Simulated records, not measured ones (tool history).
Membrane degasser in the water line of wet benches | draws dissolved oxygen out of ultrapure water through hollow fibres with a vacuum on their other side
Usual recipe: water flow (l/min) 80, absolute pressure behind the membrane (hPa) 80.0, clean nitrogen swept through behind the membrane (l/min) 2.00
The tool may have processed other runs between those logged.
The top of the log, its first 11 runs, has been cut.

run	hour	water flow (l/min)	absolute pressure behind the membrane (hPa)	clean nitrogen swept through behind the membrane (l/min)	dissolved oxygen in the water behind the degasser (ppb)	pressure that the water loses in the fibres (hPa)
12	487.2	80	80.0	2.00	450.4	599.7
13	542.9	80	80.0	2.00	453.8	594.7
14	598.5	80	80.0	5.22	246.4	598.7
15	662.5	80	80.0	1.01	691.6	603.0
16	728.2	80	80.0	2.00	454.8	603.3
# hour 750.6: vacuum gauge calibrated, once more
17	785.8	70	126.1	3.51	460.7	527.5
18	838.6	70	126.1	3.51	457.5	525.9
19	893.1	70	126.1	3.51	455.8	523.9
20	927.2	70	126.1	3.51	458.6	524.0
21	978.6	61	114.1	1.33	721.9	457.4
22	1027.1	116	188.7	1.33	1962.0	871.6
23	1070.8	116	188.7	1.33	1944.4	869.4
24	1134.4	116	188.7	1.33	1974.1	875.1
25	1162.1	106	140.8	2.00	1091.6	792.5
26	1209.0	106	140.8	2.00	1086.3	797.1
27	1275.9	124	88.7	1.25	957.9	933.8
28	1327.5	66	80.0	2.00	370.4	499.0
29	1391.1	54	80.0	4.75	162.2	405.2
30	1454.6	87	80.0	4.75	285.7	653.3
31	1502.4	52	138.0	1.24	847.5	393.0

Alternative continuations, all from the tool just after run 31; predict every row:
A	1568.6	50	138.0	1.24	?	?
B	1568.6	71	54.1	3.26	?	?
C	1568.6	123	107.3	4.43	?	?
D	1568.6	66	104.3	1.24	?	?

run	dissolved oxygen in the water behind the degasser (ppb)	pressure that the water loses in the fibres (hPa)
A	819.7	377.2
B	169.7	534.8
C	581.4	928.2
D	726.4	498.5
With no hidden state in the tool, these same runs would have given:
run	dissolved oxygen in the water behind the degasser (ppb)	pressure that the water loses in the fibres (hPa)
A	813.7	370.9
B	162.4	525.9
C	569.0	912.6
D	718.5	490.2
